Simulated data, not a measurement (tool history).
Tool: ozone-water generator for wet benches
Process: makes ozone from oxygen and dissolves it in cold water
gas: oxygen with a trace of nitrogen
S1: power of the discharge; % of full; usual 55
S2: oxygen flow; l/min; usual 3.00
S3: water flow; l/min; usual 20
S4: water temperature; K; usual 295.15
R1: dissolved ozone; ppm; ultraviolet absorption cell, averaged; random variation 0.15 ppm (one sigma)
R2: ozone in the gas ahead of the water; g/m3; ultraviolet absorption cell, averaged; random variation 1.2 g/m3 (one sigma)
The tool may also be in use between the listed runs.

Run 1, hour 0.0: usual settings. Result: R1 16.1 ppm, R2 204.8 g/m3.
Run 2, hour 75.4: usual settings. Result: R1 16.2 ppm, R2 205.0 g/m3.
Run 3, hour 151.9: usual settings. Result: R1 15.9 ppm, R2 205.4 g/m3.
Run 4, hour 209.1: usual settings. Result: R1 15.9 ppm, R2 203.3 g/m3.
Run 5, hour 271.6: usual settings. Result: R1 15.9 ppm, R2 201.8 g/m3.
Run 6, hour 326.4: usual settings. Result: R1 16.0 ppm, R2 200.7 g/m3.
Run 7, hour 396.2: usual settings. Result: R1 15.8 ppm, R2 200.9 g/m3.
Run 8, hour 433.1: usual settings but S4 293.15 K. Result: R1 16.3 ppm, R2 203.0 g/m3.
Run 9, hour 467.9: usual settings but S4 293.15 K. Result: R1 16.1 ppm, R2 202.5 g/m3.
Run 10, hour 533.2: usual settings. Result: R1 15.5 ppm, R2 202.1 g/m3.
Run 11, hour 570.7: usual settings. Result: R1 15.7 ppm, R2 199.9 g/m3.
Run 12, hour 644.3: usual settings. Result: R1 15.6 ppm, R2 199.7 g/m3.
Run 13, hour 690.8: usual settings but S2 3.38 l/min, S3 23 l/min. Result: R1 13.5 ppm, R2 182.4 g/m3.
Run 14, hour 747.1: usual settings but S1 94 % of full, S2 1.85 l/min, S4 293.15 K. Result: R1 20.6 ppm, R2 360.4 g/m3.
Run 15, hour 820.0: usual settings but S1 94 % of full, S2 1.85 l/min, S4 293.15 K. Result: R1 20.2 ppm, R2 363.2 g/m3.
Run 16, hour 878.2: usual settings but S2 5.18 l/min, S4 299.15 K. Result: R1 13.5 ppm, R2 136.1 g/m3.
Run 17, hour 942.4: usual settings but S2 5.18 l/min, S4 299.15 K. Result: R1 13.6 ppm, R2 133.9 g/m3.
Run 18, hour 1016.6: usual settings but S2 5.29 l/min, S4 299.15 K. Result: R1 13.4 ppm, R2 133.2 g/m3.
Run 19, hour 1082.3: usual settings but S1 67 % of full, S2 3.97 l/min, S3 16 l/min, S4 302.15 K. Result: R1 17.7 ppm, R2 177.0 g/m3.
Run 20, hour 1155.2: usual settings but S1 67 % of full, S2 3.97 l/min, S3 16 l/min, S4 302.15 K. Result: R1 17.6 ppm, R2 177.8 g/m3.
Run 21, hour 1209.1: usual settings but S1 79 % of full, S2 1.72 l/min, S3 22 l/min, S4 293.15 K. Result: R1 16.5 ppm, R2 339.6 g/m3.
Run 22, hour 1253.5: usual settings but S1 81 % of full, S3 26 l/min. Result: R1 14.1 ppm, R2 236.5 g/m3.
Run 23, hour 1315.8: usual settings but S1 46 % of full, S3 26 l/min. Result: R1 10.5 ppm, R2 176.9 g/m3.

Forecast each of these 3 alternatives for the next run:
Run A, hour 1384.2: usual settings but S1 46 % of full, S2 4.34 l/min, S3 12 l/min, S4 301.15 K. Result: R1 ?, R2 ?.
Run B, hour 1384.2: usual settings but S1 46 % of full, S3 23 l/min. Result: R1 ?, R2 ?.
Run C, hour 1384.2: usual settings but S1 71 % of full, S3 26 l/min, S4 292.15 K. Result: R1 ?, R2 ?.

run    R1     R2
  A  17.4  134.9
  B  12.0  176.0
  C  13.5  217.3
Without the tool's hidden state the same runs would have given:
run    R1     R2
  A  20.5  155.4
  B  14.3  202.6
  C  16.8  260.9

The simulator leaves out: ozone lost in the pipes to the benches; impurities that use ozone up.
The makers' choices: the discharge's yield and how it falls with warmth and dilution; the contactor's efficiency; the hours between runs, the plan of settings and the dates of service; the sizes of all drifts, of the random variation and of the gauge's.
